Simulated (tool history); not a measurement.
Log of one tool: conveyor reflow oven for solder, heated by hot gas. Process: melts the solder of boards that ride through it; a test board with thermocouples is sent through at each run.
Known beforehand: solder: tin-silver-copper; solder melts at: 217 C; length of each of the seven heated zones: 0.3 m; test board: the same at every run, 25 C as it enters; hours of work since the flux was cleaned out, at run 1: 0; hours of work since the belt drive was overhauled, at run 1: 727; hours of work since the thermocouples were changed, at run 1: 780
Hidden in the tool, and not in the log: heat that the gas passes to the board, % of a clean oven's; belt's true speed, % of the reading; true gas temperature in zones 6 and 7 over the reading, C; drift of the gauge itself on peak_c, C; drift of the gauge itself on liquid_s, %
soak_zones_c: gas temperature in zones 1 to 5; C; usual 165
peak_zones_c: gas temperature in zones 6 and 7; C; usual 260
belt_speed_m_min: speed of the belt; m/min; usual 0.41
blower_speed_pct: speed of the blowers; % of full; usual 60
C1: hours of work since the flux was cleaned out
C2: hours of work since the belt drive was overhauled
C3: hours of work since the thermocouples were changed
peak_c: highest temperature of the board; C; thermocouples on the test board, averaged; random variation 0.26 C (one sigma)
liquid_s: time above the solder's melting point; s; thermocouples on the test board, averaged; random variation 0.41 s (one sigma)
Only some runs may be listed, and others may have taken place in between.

{"run": 1, "hour": 0.0, "soak_zones_c": 165, "peak_zones_c": 260, "belt_speed_m_min": 0.41, "blower_speed_pct": 60, "C1": 0, "C2": 727, "C3": 780, "peak_c": 243.5, "liquid_s": 54.2}
{"run": 2, "hour": 14.5, "soak_zones_c": 165, "peak_zones_c": 260, "belt_speed_m_min": 0.371, "blower_speed_pct": 60, "C1": 10, "C2": 737, "C3": 790, "peak_c": 246.7, "liquid_s": 64.7}
{"run": 3, "hour": 28.0, "soak_zones_c": 165, "peak_zones_c": 260, "belt_speed_m_min": 0.41, "blower_speed_pct": 60, "C1": 19, "C2": 747, "C3": 800, "peak_c": 243.1, "liquid_s": 54.4}
{"run": 4, "hour": 43.3, "soak_zones_c": 165, "peak_zones_c": 260, "belt_speed_m_min": 0.346, "blower_speed_pct": 60, "C1": 30, "C2": 757, "C3": 810, "peak_c": 248.8, "liquid_s": 72.9}
{"run": 5, "hour": 66.6, "soak_zones_c": 165, "peak_zones_c": 260, "belt_speed_m_min": 0.41, "blower_speed_pct": 60, "C1": 46, "C2": 773, "C3": 826, "peak_c": 243.3, "liquid_s": 54.4}
{"run": 6, "hour": 92.6, "soak_zones_c": 165, "peak_zones_c": 260, "belt_speed_m_min": 0.41, "blower_speed_pct": 60, "C1": 64, "C2": 791, "C3": 844, "peak_c": 243.4, "liquid_s": 53.8}
{"run": 7, "hour": 117.5, "soak_zones_c": 165, "peak_zones_c": 260, "belt_speed_m_min": 0.41, "blower_speed_pct": 72, "C1": 81, "C2": 808, "C3": 861, "peak_c": 247.1, "liquid_s": 59.7}
{"run": 8, "hour": 144.8, "soak_zones_c": 165, "peak_zones_c": 260, "belt_speed_m_min": 0.41, "blower_speed_pct": 60, "C1": 100, "C2": 827, "C3": 880, "peak_c": 242.8, "liquid_s": 53.2}
{"run": 9, "hour": 159.0, "soak_zones_c": 165, "peak_zones_c": 260, "belt_speed_m_min": 0.41, "blower_speed_pct": 60, "C1": 110, "C2": 837, "C3": 890, "peak_c": 242.6, "liquid_s": 53.3}
{"run": 10, "hour": 185.5, "soak_zones_c": 165, "peak_zones_c": 260, "belt_speed_m_min": 0.41, "blower_speed_pct": 60, "C1": 128, "C2": 855, "C3": 908, "peak_c": 242.9, "liquid_s": 53.4}
{"run": 11, "hour": 210.0, "soak_zones_c": 165, "peak_zones_c": 260, "belt_speed_m_min": 0.41, "blower_speed_pct": 60, "C1": 145, "C2": 872, "C3": 925, "peak_c": 242.6, "liquid_s": 52.2}
{"run": 12, "hour": 234.7, "soak_zones_c": 165, "peak_zones_c": 267, "belt_speed_m_min": 0.41, "blower_speed_pct": 60, "C1": 162, "C2": 889, "C3": 942, "peak_c": 248.3, "liquid_s": 58.3}
{"run": 13, "hour": 254.0, "soak_zones_c": 165, "peak_zones_c": 267, "belt_speed_m_min": 0.41, "blower_speed_pct": 60, "C1": 175, "C2": 902, "C3": 956, "peak_c": 247.5, "liquid_s": 57.7}
{"run": 14, "hour": 271.9, "soak_zones_c": 179, "peak_zones_c": 260, "belt_speed_m_min": 0.41, "blower_speed_pct": 60, "C1": 187, "C2": 915, "C3": 968, "peak_c": 244.5, "liquid_s": 60.4}
{"run": 15, "hour": 287.5, "soak_zones_c": 179, "peak_zones_c": 260, "belt_speed_m_min": 0.41, "blower_speed_pct": 68, "C1": 198, "C2": 925, "C3": 979, "peak_c": 247.6, "liquid_s": 64.9}
{"run": 16, "hour": 305.7, "soak_zones_c": 179, "peak_zones_c": 260, "belt_speed_m_min": 0.41, "blower_speed_pct": 68, "C1": 211, "C2": 938, "C3": 991, "peak_c": 247, "liquid_s": 65}
{"run": 17, "hour": 325.8, "soak_zones_c": 168, "peak_zones_c": 271, "belt_speed_m_min": 0.41, "blower_speed_pct": 65, "C1": 225, "C2": 952, "C3": 1005, "peak_c": 253.6, "liquid_s": 65.3}
{"hour": 332.2, "done": "belt drive overhauled, speed set with a stopwatch"}
{"run": 18, "hour": 346.0, "soak_zones_c": 165, "peak_zones_c": 260, "belt_speed_m_min": 0.334, "blower_speed_pct": 60, "C1": 236, "C2": 10, "C3": 1016, "peak_c": 248.2, "liquid_s": 75.4}
{"run": 19, "hour": 357.7, "soak_zones_c": 156, "peak_zones_c": 260, "belt_speed_m_min": 0.45, "blower_speed_pct": 60, "C1": 244, "C2": 18, "C3": 1024, "peak_c": 236.2, "liquid_s": 36.7}
{"run": 20, "hour": 377.0, "soak_zones_c": 170, "peak_zones_c": 273, "belt_speed_m_min": 0.41, "blower_speed_pct": 82, "C1": 257, "C2": 31, "C3": 1038, "peak_c": 260.2, "liquid_s": 72.3}
{"run": 21, "hour": 399.2, "soak_zones_c": 170, "peak_zones_c": 273, "belt_speed_m_min": 0.41, "blower_speed_pct": 82, "C1": 272, "C2": 46, "C3": 1053, "peak_c": 260.2, "liquid_s": 71.7}
{"run": 22, "hour": 418.9, "soak_zones_c": 170, "peak_zones_c": 273, "belt_speed_m_min": 0.41, "blower_speed_pct": 82, "C1": 286, "C2": 60, "C3": 1066, "peak_c": 259.8, "liquid_s": 71.8}
{"run": 23, "hour": 444.7, "soak_zones_c": 165, "peak_zones_c": 250, "belt_speed_m_min": 0.351, "blower_speed_pct": 79, "C1": 304, "C2": 78, "C3": 1084, "peak_c": 242.4, "liquid_s": 67.8}
{"run": 24, "hour": 461.5, "soak_zones_c": 165, "peak_zones_c": 250, "belt_speed_m_min": 0.351, "blower_speed_pct": 79, "C1": 315, "C2": 89, "C3": 1096, "peak_c": 242.1, "liquid_s": 66.8}
{"run": 25, "hour": 483.0, "soak_zones_c": 172, "peak_zones_c": 260, "belt_speed_m_min": 0.467, "blower_speed_pct": 60, "C1": 330, "C2": 104, "C3": 1111, "peak_c": 238, "liquid_s": 40.8}
{"hour": 507.0, "done": "belt drive overhauled, speed set with a stopwatch, once more"}
{"run": 26, "hour": 514.5, "soak_zones_c": 165, "peak_zones_c": 260, "belt_speed_m_min": 0.404, "blower_speed_pct": 60, "C1": 349, "C2": 5, "C3": 1130, "peak_c": 240.2, "liquid_s": 48.8}
{"run": 27, "hour": 538.3, "soak_zones_c": 156, "peak_zones_c": 267, "belt_speed_m_min": 0.406, "blower_speed_pct": 59, "C1": 365, "C2": 22, "C3": 1146, "peak_c": 243.5, "liquid_s": 48.5}
{"hour": 544.2, "done": "thermocouples of zones 6 and 7 changed"}
{"run": 28, "hour": 560.8, "soak_zones_c": 156, "peak_zones_c": 267, "belt_speed_m_min": 0.406, "blower_speed_pct": 59, "C1": 380, "C2": 36, "C3": 11, "peak_c": 240.5, "liquid_s": 46.1}
{"hour": 567.2, "done": "flux residue cleaned out of gas plates and filters"}
{"run": 29, "hour": 589.2, "soak_zones_c": 156, "peak_zones_c": 267, "belt_speed_m_min": 0.406, "blower_speed_pct": 59, "C1": 15, "C2": 52, "C3": 28, "peak_c": 245.1, "liquid_s": 51.5}
{"run": 30, "hour": 605.8, "soak_zones_c": 165, "peak_zones_c": 260, "belt_speed_m_min": 0.331, "blower_speed_pct": 60, "C1": 27, "C2": 63, "C3": 39, "peak_c": 247.4, "liquid_s": 74.5}

Hidden state at the last listed run before each entry between runs and at the first one after, where it differs:
Between runs 17 and 18: belt drive overhauled, speed set with a stopwatch (hour 332.2)
  heat that the gas passes to the board, % of a clean oven's: 90.1 -> 89.7; belt's true speed, % of the reading: 97.61 -> 97.24; true gas temperature in zones 6 and 7 over the reading, C: 2.58 -> 2.6
  measured minus no-state result, peak_c: +0.3 -> +0.9 C; liquid_s: +1.3 -> +2.4 s
Between runs 25 and 26: belt drive overhauled, speed set with a stopwatch, once more (hour 507)
  heat that the gas passes to the board, % of a clean oven's: 86 -> 85.3; belt's true speed, % of the reading: 97 -> 99.99; true gas temperature in zones 6 and 7 over the reading, C: 2.77 -> 2.8
  measured minus no-state result, peak_c: -0.7 -> -1.6 C; liquid_s: -0.6 -> -3.6 s
Between runs 27 and 28: thermocouples of zones 6 and 7 changed (hour 544.2)
  heat that the gas passes to the board, % of a clean oven's: 84.7 -> 84.2; belt's true speed, % of the reading: 99.95 -> 99.92; true gas temperature in zones 6 and 7 over the reading, C: 2.83 -> -0.16
  measured minus no-state result, peak_c: -2.4 -> -4.9 C; liquid_s: -3.9 -> -7 s
Between runs 28 and 29: flux residue cleaned out of gas plates and filters (hour 567.2)
  heat that the gas passes to the board, % of a clean oven's: 84.2 -> 99.2; belt's true speed, % of the reading: 99.92 -> 99.88; true gas temperature in zones 6 and 7 over the reading, C: -0.16 -> -0.13
  measured minus no-state result, peak_c: -4.9 -> -0.3 C; liquid_s: -7 -> -0.2 s
